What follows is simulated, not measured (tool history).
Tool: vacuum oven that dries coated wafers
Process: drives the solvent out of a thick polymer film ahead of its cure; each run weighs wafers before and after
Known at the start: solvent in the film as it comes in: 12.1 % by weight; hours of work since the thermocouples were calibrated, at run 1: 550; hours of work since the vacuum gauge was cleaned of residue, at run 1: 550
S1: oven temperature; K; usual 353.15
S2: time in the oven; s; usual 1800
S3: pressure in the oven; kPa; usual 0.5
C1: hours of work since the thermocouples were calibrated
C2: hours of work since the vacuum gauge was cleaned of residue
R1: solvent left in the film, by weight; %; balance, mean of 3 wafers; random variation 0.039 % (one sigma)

| run | day | S1 | S2 | S3 | C1 | C2 | R1 |
|---|---|---|---|---|---|---|---|
| 1 | 0 | 353.15 | 1800 | 0.5 | 550 | 550 | 1.64 |
| 2 | 1.096 | 353.15 | 1800 | 0.5 | 569 | 569 | 1.58 |
| 3 | 1.821 | 353.15 | 1800 | 0.3 | 582 | 582 | 1.43 |
| 4 | 2.788 | 351.15 | 1800 | 0.5 | 599 | 599 | 1.84 |
| 5 | 4.008 | 353.15 | 1800 | 0.5 | 621 | 621 | 1.61 |
| 6 | 5.25 | 353.15 | 1800 | 0.5 | 643 | 643 | 1.57 |
| 7 | 6.238 | 344.15 | 2700 | 0.312 | 660 | 660 | 1.45 |
| 8 | 7.033 | 353.15 | 1800 | 0.315 | 674 | 674 | 1.5 |
| 9 | 7.929 | 339.15 | 2940 | 1.401 | 690 | 690 | 3.08 |
| 10 | 9.212 | 339.15 | 2940 | 1.401 | 713 | 713 | 3.14 |
| 11 | 10.146 | 339.15 | 2940 | 0.346 | 729 | 729 | 1.94 |

Forecast each of these 5 alternatives for the next run:
| A | 11.4 | 365.15 | 1800 | 1.581 | 752 | 752 | ? |
| B | 11.4 | 353.15 | 1080 | 0.415 | 752 | 752 | ? |
| C | 11.4 | 339.15 | 2880 | 1.61 | 752 | 752 | ? |
| D | 11.4 | 339.15 | 1980 | 0.346 | 752 | 752 | ? |
| E | 11.4 | 351.15 | 1920 | 0.5 | 752 | 752 | ? |

| run | R1 |
|---|---|
| A | 1.1 |
| B | 3.11 |
| C | 3.4 |
| D | 3.15 |
| E | 1.58 |
Without the tool's hidden state the same runs would have given:
| run | R1 |
|---|---|
| A | 1.1 |
| B | 3.11 |
| C | 3.39 |
| D | 3.15 |
| E | 1.58 |
